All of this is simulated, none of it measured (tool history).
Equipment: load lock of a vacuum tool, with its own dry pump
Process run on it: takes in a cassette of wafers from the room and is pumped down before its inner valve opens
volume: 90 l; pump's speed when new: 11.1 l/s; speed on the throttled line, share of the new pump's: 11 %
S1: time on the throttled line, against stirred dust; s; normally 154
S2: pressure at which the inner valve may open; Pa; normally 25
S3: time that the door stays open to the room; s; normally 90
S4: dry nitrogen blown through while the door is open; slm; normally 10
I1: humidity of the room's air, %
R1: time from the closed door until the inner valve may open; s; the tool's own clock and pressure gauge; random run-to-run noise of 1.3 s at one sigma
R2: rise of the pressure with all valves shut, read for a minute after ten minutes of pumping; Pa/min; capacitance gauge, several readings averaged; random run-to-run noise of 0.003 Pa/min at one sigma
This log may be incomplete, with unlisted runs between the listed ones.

run	hour	S1	S2	S3	S4	I1	R1	R2
1	0.0	154	25	90	10	42.0	212.8	0.118
2	559.3	154	25	90	10	41.2	212.3	0.117
3	1182.0	154	25	90	10	47.0	216.5	0.138
4	1812.3	154	25	90	10	45.2	214.9	0.143
5	2448.7	154	25	90	10	46.9	216.3	0.151
6	2893.9	154	25	90	10	39.8	216.7	0.149
7	3472.5	160	25	90	10	46.4	219.8	0.171
8	3766.3	160	25	90	10	44.0	223.0	0.160
9	4348.8	160	25	90	10	43.2	223.2	0.168
10	4625.5	160	25	90	10	45.2	209.0	0.177
11	4956.8	154	25	90	10	43.0	203.1	0.177
12	5529.7	223	25	90	10	47.2	267.1	0.195
13	6192.7	223	25	90	10	44.1	267.9	0.205
14	6813.0	223	25	50	10	43.0	266.2	0.189
15	7473.3	223	25	50	10	47.7	265.3	0.213
16	7754.2	223	25	50	10	44.0	263.1	0.214
17	8202.3	223	25	50	10	40.6	269.6	0.217
18	8500.3	223	25	50	10	44.3	266.8	0.221
19	8875.3	154	25	71	10	45.1	206.9	0.248
20	9485.9	80	25	90	4	44.3	142.1	0.271
21	9763.1	255	25	90	10	44.1	293.7	0.264
22	10139.4	255	31	90	15	42.9	292.2	0.266
23	10672.9	255	31	39	8	47.9	295.2	0.269
24	10977.8	255	47	39	44	44.7	291.7	0.251
25	11619.5	255	47	39	44	45.0	291.5	0.269
26	11897.5	255	47	39	44	43.5	291.3	0.272
27	12530.1	107	47	39	6	47.8	162.3	0.311
28	12912.3	107	47	39	6	40.9	164.4	0.308
29	13475.5	268	29	90	16	50.3	310.1	0.338
30	13985.2	117	19	90	10	47.7	185.0	0.057
31	14608.1	279	23	90	16	42.3	323.1	0.042
32	15097.4	146	25	106	10	45.7	204.1	0.066
33	15709.1	146	25	106	10	45.0	207.5	0.068
34	16307.2	172	29	90	10	43.7	231.2	0.063
35	16727.0	172	28	171	10	44.3	228.6	0.088
36	17233.8	92	19	90	10	46.5	164.3	0.076

The log once held 2 entries between its listed runs, left out of this copy. Where does each go, and what is different about the tool's unlogged condition between the listed run before it and the listed run after it?
Runs 9 to 10: dry pump taken out, an overhauled one fitted (hour 4625.5)
  pump's speed, % of a new pump's: 79 -> 101.9; leak at the door's seal, Pa l/s: 0.181 -> 0.1858
  measured value less the no-hidden-state value, R1: +13.2 -> -0.9 s; R2: +0.120 -> +0.121 Pa/min
Runs 29 to 30: door's seal changed, seat wiped (hour 13636.3)
  pump's speed, % of a new pump's: 88.4 -> 87.6; leak at the door's seal, Pa l/s: 0.4313 -> 0.0047
  measured value less the no-hidden-state value, R1: +4.7 -> +8.3 s; R2: +0.288 -> +0.002 Pa/min

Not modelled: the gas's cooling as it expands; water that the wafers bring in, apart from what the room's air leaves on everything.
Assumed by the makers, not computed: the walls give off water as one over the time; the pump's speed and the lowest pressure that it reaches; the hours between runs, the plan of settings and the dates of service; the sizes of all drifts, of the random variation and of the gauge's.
